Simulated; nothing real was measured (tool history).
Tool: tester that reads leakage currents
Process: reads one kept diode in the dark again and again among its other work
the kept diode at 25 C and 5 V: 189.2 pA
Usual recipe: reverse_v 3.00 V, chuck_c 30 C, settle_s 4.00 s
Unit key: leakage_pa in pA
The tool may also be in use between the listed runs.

run,hour,reverse_v,chuck_c,settle_s,leakage_pa
1,0.0,3.00,30,4.00,237.25
2,35.2,3.00,30,4.00,237.75
3,56.9,3.00,30,4.00,237.65
4,100.5,10.34,30,4.00,382.67
5,122.7,10.34,30,4.00,380.67
6,166.0,10.34,30,4.00,380.13
7,202.1,10.34,30,4.00,381.76
8,224.6,10.34,30,4.00,379.25
9,269.2,10.34,30,4.00,381.23
10,288.4,1.40,22,4.54,92.26
11,311.5,1.40,30,1.30,177.18
12,346.1,4.22,38,5.03,498.25
13,379.8,4.22,38,5.03,501.04
14,405.6,4.22,38,5.03,500.26
15,427.5,3.00,48,0.39,924.75
16,463.9,11.73,55,0.36,2514.45
17,495.0,5.73,41,1.46,701.24

Here are 4 independent what-if runs from the current tool condition. What would each one return?
A,533.2,18.69,30,1.09,?
B,533.2,8.20,30,6.88,?
C,533.2,9.22,50,1.20,?
D,533.2,4.91,26,0.37,?

run,leakage_pa
A,481.52
B,345.83
C,1614.73
D,207.22
With no hidden state in the tool, these same runs would have given:
run,leakage_pa
A,468.70
B,343.35
C,1635.50
D,205.83
